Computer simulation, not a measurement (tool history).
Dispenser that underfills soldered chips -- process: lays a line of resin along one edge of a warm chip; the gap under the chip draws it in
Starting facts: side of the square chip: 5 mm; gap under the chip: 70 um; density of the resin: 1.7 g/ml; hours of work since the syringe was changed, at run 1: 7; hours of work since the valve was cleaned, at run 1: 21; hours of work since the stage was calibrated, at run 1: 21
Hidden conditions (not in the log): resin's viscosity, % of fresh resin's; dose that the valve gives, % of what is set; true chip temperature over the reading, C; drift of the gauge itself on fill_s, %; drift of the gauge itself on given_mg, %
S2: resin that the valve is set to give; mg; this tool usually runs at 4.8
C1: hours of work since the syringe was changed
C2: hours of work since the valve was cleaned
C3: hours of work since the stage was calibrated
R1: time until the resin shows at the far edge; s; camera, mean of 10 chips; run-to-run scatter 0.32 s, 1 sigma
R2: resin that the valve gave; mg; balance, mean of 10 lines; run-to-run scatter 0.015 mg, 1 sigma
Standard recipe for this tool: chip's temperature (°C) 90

Run 1, day 0: usual settings; C1 7; C2 21; C3 21. Result: R1 17.9 s, R2 4.78 mg.
At day 0.262: new syringe of resin.
Run 2, day 0.362: usual settings; C1 2; C2 26; C3 26. Result: R1 12.7 s, R2 4.71 mg.
Run 3, day 0.662: usual settings but S2 5.63 mg; C1 6; C2 31; C3 31. Result: R1 16.9 s, R2 5.55 mg.
Run 4, day 0.904: usual settings but S2 4.21 mg; C1 10; C2 35; C3 35. Result: R1 22 s, R2 4.13 mg.
At day 0.992: new syringe of resin.
Run 5, day 1.267: usual settings but S2 4.21 mg; C1 4; C2 40; C3 40. Result: R1 15.3 s, R2 4.13 mg.
Run 6, day 1.604: usual settings but S2 4.21 mg; C1 10; C2 45; C3 45. Result: R1 21.1 s, R2 4.12 mg.
At day 1.712: new syringe of resin.
Run 7, day 1.821: usual settings; C1 2; C2 49; C3 49. Result: R1 13.7 s, R2 4.67 mg.
Run 8, day 2.033: usual settings; C1 5; C2 52; C3 52. Result: R1 16 s, R2 4.64 mg.
Run 9, day 2.333: usual settings but chip's temperature (°C) 103; C1 10; C2 57; C3 57. Result: R1 13.9 s, R2 4.63 mg.
At day 2.45: new syringe of resin.
At day 2.521: dispensing valve cleaned and set on the balance.
Run 10, day 2.6: usual settings but chip's temperature (°C) 103; C1 2; C2 1; C3 60. Result: R1 8.1 s, R2 4.79 mg.
Run 11, day 2.871: usual settings; C1 6; C2 5; C3 64. Result: R1 16.2 s, R2 4.78 mg.
At day 3.217: new syringe of resin.
Run 12, day 3.217: usual settings; C1 0; C2 11; C3 69. Result: R1 12 s, R2 4.77 mg.
Run 13, day 3.538: usual settings but chip's temperature (°C) 99; C1 5; C2 16; C3 74. Result: R1 12 s, R2 4.76 mg.
Run 14, day 3.833: usual settings but chip's temperature (°C) 99; C1 10; C2 20; C3 79. Result: R1 15.4 s, R2 4.74 mg.
At day 3.958: new syringe of resin.
Run 15, day 4.088: usual settings but chip's temperature (°C) 99; C1 2; C2 24; C3 83. Result: R1 9.4 s, R2 4.73 mg.
Run 16, day 4.375: usual settings but S2 4.94 mg; C1 7; C2 29; C3 87. Result: R1 16.8 s, R2 4.88 mg.
At day 4.683: new syringe of resin.
Run 17, day 4.742: usual settings but chip's temperature (°C) 87, S2 5.67 mg; C1 1; C2 34; C3 93. Result: R1 14.3 s, R2 5.57 mg.
Run 18, day 5.029: usual settings but chip's temperature (°C) 76, S2 4.82 mg; C1 5; C2 39; C3 97. Result: R1 25.8 s, R2 4.73 mg.
Run 19, day 5.371: usual settings but chip's temperature (°C) 76, S2 4.64 mg; C1 11; C2 44; C3 103. Result: R1 37.2 s, R2 4.51 mg.
At day 5.408: new syringe of resin.
Run 20, day 5.733: usual settings but chip's temperature (°C) 76, S2 4.64 mg; C1 5; C2 49; C3 108. Result: R1 24.7 s, R2 4.51 mg.
Run 21, day 6.038: usual settings but S2 5.24 mg; C1 10; C2 54; C3 113. Result: R1 20.1 s, R2 5.11 mg.

Estimate the outcome of run 22 from the log above:
At day 6.133: new syringe of resin.
At day 6.367: dispensing valve cleaned and set on the balance.
Run 22, day 6.421: usual settings but chip's temperature (°C) 89, S2 5.15 mg; C1 4; C2 1; C3 118. Result: R1 ?, R2 ?.

R1: 14.5 s
R2: 5.15 mg
Minus the tool's unlogged condition, the same run would have read R1 11.8 s, R2 5.15 mg.
